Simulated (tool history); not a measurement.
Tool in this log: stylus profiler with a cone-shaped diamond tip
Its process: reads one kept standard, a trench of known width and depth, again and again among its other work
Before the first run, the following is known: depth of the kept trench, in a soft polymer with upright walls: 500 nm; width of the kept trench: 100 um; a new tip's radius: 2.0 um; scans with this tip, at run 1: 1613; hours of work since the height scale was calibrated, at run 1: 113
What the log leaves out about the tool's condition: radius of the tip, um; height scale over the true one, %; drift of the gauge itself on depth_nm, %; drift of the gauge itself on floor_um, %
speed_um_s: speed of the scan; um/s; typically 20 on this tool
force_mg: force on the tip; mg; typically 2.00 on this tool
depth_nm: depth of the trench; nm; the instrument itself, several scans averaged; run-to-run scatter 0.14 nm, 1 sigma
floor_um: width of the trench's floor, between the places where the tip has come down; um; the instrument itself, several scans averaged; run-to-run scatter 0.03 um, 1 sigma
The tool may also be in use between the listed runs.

run	hour	speed_um_s	force_mg	scans with this tip	hours of work since the height scale was calibrated	depth_nm	floor_um
1	0.0	20	2.00	1613	113	507.09	97.28
2	13.6	20	0.82	1697	119	504.01	97.19
3	22.8	18	2.00	1753	123	507.15	97.27
4	42.2	20	2.42	1872	131	508.10	97.25
5	55.2	20	2.42	1951	137	508.33	97.27
6	70.7	20	2.42	2046	143	508.26	97.28
7	88.0	20	2.42	2153	151	508.32	97.29
8	103.5	20	2.00	2248	157	507.38	97.27
9	119.2	67	2.00	2344	164	507.14	97.03
10	137.3	67	2.00	2455	172	506.95	97.06
11	152.3	67	2.00	2547	178	507.17	97.02
12	160.4	67	2.00	2596	182	507.09	97.06
13	174.9	29	2.00	2686	188	507.48	97.21
14	188.1	29	2.00	2766	194	507.36	97.26
15	196.2	29	2.00	2816	197	507.17	97.21
16	212.2	29	2.00	2914	204	507.30	97.21
17	232.0	18	2.98	3035	213	509.47	97.29
18	247.3	9	3.01	3129	219	509.42	97.29
19	258.3	9	3.01	3197	224	509.57	97.37
20	277.5	20	0.74	3315	232	503.55	97.19
21	292.3	63	1.13	3405	238	504.55	96.98
22	307.3	37	1.27	3497	245	505.31	97.15
23	316.2	16	1.69	3552	249	506.46	97.28
24	334.1	20	1.69	3661	256	506.37	97.25
25	344.1	6	1.69	3722	261	506.71	97.29
26	359.1	6	1.69	3815	267	506.27	97.33

Alternative continuations, all from the tool just after run 26; predict every row:
A	377.6	60	1.69	3928	275	?	?
B	377.6	6	4.24	3928	275	?	?
C	377.6	47	1.73	3928	275	?	?
D	377.6	6	1.16	3928	275	?	?
E	377.6	66	2.00	3928	275	?	?

run	depth_nm	floor_um
A	506.25	97.08
B	511.93	97.33
C	506.49	97.12
D	505.06	97.38
E	507.16	97.08
Stripped of hidden state, with their random variation kept, the same runs would have yielded:
run	depth_nm	floor_um
A	506.25	97.08
B	511.92	97.34
C	506.49	97.12
D	505.05	97.38
E	507.16	97.08
